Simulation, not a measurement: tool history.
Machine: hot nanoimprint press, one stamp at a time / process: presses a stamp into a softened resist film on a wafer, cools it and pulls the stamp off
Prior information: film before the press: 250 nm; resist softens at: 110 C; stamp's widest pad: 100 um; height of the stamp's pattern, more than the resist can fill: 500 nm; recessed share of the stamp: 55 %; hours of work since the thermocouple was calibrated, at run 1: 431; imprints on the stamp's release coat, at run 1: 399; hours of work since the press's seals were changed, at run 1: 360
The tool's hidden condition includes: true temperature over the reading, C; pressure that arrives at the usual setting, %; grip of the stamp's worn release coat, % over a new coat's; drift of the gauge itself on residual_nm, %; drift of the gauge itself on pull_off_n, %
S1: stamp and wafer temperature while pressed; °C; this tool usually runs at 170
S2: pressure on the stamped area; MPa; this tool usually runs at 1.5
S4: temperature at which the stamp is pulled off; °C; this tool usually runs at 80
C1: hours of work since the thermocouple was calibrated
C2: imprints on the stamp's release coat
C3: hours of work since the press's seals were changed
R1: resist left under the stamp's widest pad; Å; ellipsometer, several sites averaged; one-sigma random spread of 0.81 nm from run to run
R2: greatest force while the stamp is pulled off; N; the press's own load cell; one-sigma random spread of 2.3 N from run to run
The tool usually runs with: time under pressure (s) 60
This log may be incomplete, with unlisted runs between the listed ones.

{"run": 1, "hour": 0.0, "S1": 170, "S2": 1.5, "time under pressure (s)": 60, "S4": 80, "C1": 431, "C2": 399, "C3": 360, "R1": 1187, "R2": 234}
{"run": 2, "hour": 34.5, "S1": 170, "S2": 1.5, "time under pressure (s)": 60, "S4": 80, "C1": 457, "C2": 584, "C3": 385, "R1": 1188, "R2": 236}
{"run": 3, "hour": 74.0, "S1": 170, "S2": 1.5, "time under pressure (s)": 60, "S4": 80, "C1": 486, "C2": 797, "C3": 414, "R1": 1197, "R2": 246}
{"hour": 95.4, "done": "plate thermocouple calibrated"}
{"run": 4, "hour": 120.7, "S1": 170, "S2": 1.5, "time under pressure (s)": 60, "S4": 80, "C1": 19, "C2": 1033, "C3": 447, "R1": 1254, "R2": 243}
{"hour": 144.9, "done": "stamp cleaned and given a new release coat"}
{"run": 5, "hour": 194.0, "S1": 171, "S2": 1.5, "time under pressure (s)": 60, "S4": 80, "C1": 68, "C2": 264, "C3": 496, "R1": 1210, "R2": 239}
{"run": 6, "hour": 239.0, "S1": 170, "S2": 1.5, "time under pressure (s)": 60, "S4": 80, "C1": 102, "C2": 507, "C3": 530, "R1": 1285, "R2": 242}
{"hour": 303.0, "done": "press's hydraulic seals changed and the load cell set to zero"}
{"hour": 310.3, "done": "plate thermocouple calibrated, once more"}
{"run": 7, "hour": 321.1, "S1": 170, "S2": 1.5, "time under pressure (s)": 60, "S4": 80, "C1": 8, "C2": 890, "C3": 11, "R1": 1075, "R2": 236}
{"hour": 369.2, "done": "stamp cleaned and given a new release coat"}
{"run": 8, "hour": 389.3, "S1": 170, "S2": 1.5, "time under pressure (s)": 60, "S4": 80, "C1": 54, "C2": 108, "C3": 57, "R1": 1090, "R2": 227}
{"run": 9, "hour": 421.7, "S1": 170, "S2": 1.5, "time under pressure (s)": 60, "S4": 81, "C1": 78, "C2": 283, "C3": 81, "R1": 1077, "R2": 227}
{"run": 10, "hour": 488.2, "S1": 172, "S2": 1.5, "time under pressure (s)": 60, "S4": 80, "C1": 127, "C2": 641, "C3": 130, "R1": 1002, "R2": 235}
{"run": 11, "hour": 547.9, "S1": 170, "S2": 1.5, "time under pressure (s)": 60, "S4": 80, "C1": 171, "C2": 963, "C3": 175, "R1": 1106, "R2": 240}
{"hour": 585.9, "done": "stamp cleaned and given a new release coat"}
{"run": 12, "hour": 626.5, "S1": 170, "S2": 1.5, "time under pressure (s)": 60, "S4": 80, "C1": 225, "C2": 219, "C3": 228, "R1": 1137, "R2": 230}
{"run": 13, "hour": 671.5, "S1": 170, "S2": 1.5, "time under pressure (s)": 60, "S4": 80, "C1": 258, "C2": 462, "C3": 262, "R1": 1144, "R2": 235}
{"run": 14, "hour": 735.2, "S1": 170, "S2": 1.5, "time under pressure (s)": 60, "S4": 80, "C1": 305, "C2": 805, "C3": 309, "R1": 1160, "R2": 241}
{"run": 15, "hour": 765.8, "S1": 166, "S2": 2.21, "time under pressure (s)": 30, "S4": 67, "C1": 328, "C2": 970, "C3": 331, "R1": 1480, "R2": 284}
{"hour": 801.1, "done": "stamp cleaned and given a new release coat"}
{"run": 16, "hour": 816.9, "S1": 166, "S2": 2.21, "time under pressure (s)": 30, "S4": 67, "C1": 361, "C2": 85, "C3": 365, "R1": 1488, "R2": 268}
{"run": 17, "hour": 881.4, "S1": 166, "S2": 1.01, "time under pressure (s)": 34, "S4": 78, "C1": 409, "C2": 432, "C3": 412, "R1": 1916, "R2": 244}
{"run": 18, "hour": 935.3, "S1": 177, "S2": 1.37, "time under pressure (s)": 61, "S4": 70, "C1": 449, "C2": 722, "C3": 452, "R1": 867, "R2": 268}
{"run": 19, "hour": 974.4, "S1": 166, "S2": 1.3, "time under pressure (s)": 62, "S4": 86, "C1": 478, "C2": 933, "C3": 481, "R1": 1545, "R2": 227}
{"hour": 1010.1, "done": "plate thermocouple calibrated"}
{"run": 20, "hour": 1010.1, "S1": 170, "S2": 2.14, "time under pressure (s)": 60, "S4": 88, "C1": 0, "C2": 1110, "C3": 505, "R1": 880, "R2": 214}
{"hour": 1022.3, "done": "stamp cleaned and given a new release coat"}
{"run": 21, "hour": 1061.3, "S1": 170, "S2": 2.14, "time under pressure (s)": 60, "S4": 88, "C1": 33, "C2": 210, "C3": 539, "R1": 880, "R2": 208}
{"hour": 1112.3, "done": "press's hydraulic seals changed and the load cell set to zero"}
{"run": 22, "hour": 1117.0, "S1": 170, "S2": 2.14, "time under pressure (s)": 60, "S4": 88, "C1": 69, "C2": 467, "C3": 3, "R1": 875, "R2": 208}
{"run": 23, "hour": 1164.3, "S1": 169, "S2": 2.08, "time under pressure (s)": 60, "S4": 88, "C1": 104, "C2": 722, "C3": 38, "R1": 951, "R2": 215}
{"run": 24, "hour": 1233.3, "S1": 170, "S2": 1.5, "time under pressure (s)": 82, "S4": 66, "C1": 155, "C2": 1094, "C3": 90, "R1": 972, "R2": 281}
{"hour": 1246.0, "done": "stamp cleaned and given a new release coat"}
{"run": 25, "hour": 1302.4, "S1": 166, "S2": 1.51, "time under pressure (s)": 86, "S4": 71, "C1": 201, "C2": 304, "C3": 136, "R1": 1193, "R2": 254}
{"run": 26, "hour": 1333.6, "S1": 172, "S2": 1.5, "time under pressure (s)": 60, "S4": 80, "C1": 224, "C2": 472, "C3": 159, "R1": 994, "R2": 231}
{"run": 27, "hour": 1371.7, "S1": 172, "S2": 1.5, "time under pressure (s)": 60, "S4": 80, "C1": 253, "C2": 677, "C3": 187, "R1": 995, "R2": 235}
{"run": 28, "hour": 1430.2, "S1": 170, "S2": 1.5, "time under pressure (s)": 60, "S4": 83, "C1": 296, "C2": 992, "C3": 231, "R1": 1128, "R2": 238}

Here are 3 independent what-if runs from the current tool condition. What would each one return?
{"hour": 1463.0, "done": "stamp cleaned and given a new release coat"}
{"run": "A", "hour": 1473.9, "S1": 170, "S2": 2.29, "time under pressure (s)": 60, "S4": 81, "C1": 324, "C2": 58, "C3": 259, "R1": "?", "R2": "?"}
{"hour": 1463.0, "done": "stamp cleaned and given a new release coat"}
{"run": "B", "hour": 1473.9, "S1": 182, "S2": 1.5, "time under pressure (s)": 47, "S4": 83, "C1": 324, "C2": 58, "C3": 259, "R1": "?", "R2": "?"}
{"hour": 1463.0, "done": "stamp cleaned and given a new release coat"}
{"run": "C", "hour": 1473.9, "S1": 170, "S2": 1.35, "time under pressure (s)": 60, "S4": 80, "C1": 324, "C2": 58, "C3": 259, "R1": "?", "R2": "?"}

run=A R1=910 R2=227
run=B R1=675 R2=220
run=C R1=1187 R2=231
With no hidden state in the tool, these same runs would have given:
run=A R1=843 R2=223
run=B R1=632 R2=216
run=C R1=1109 R2=227
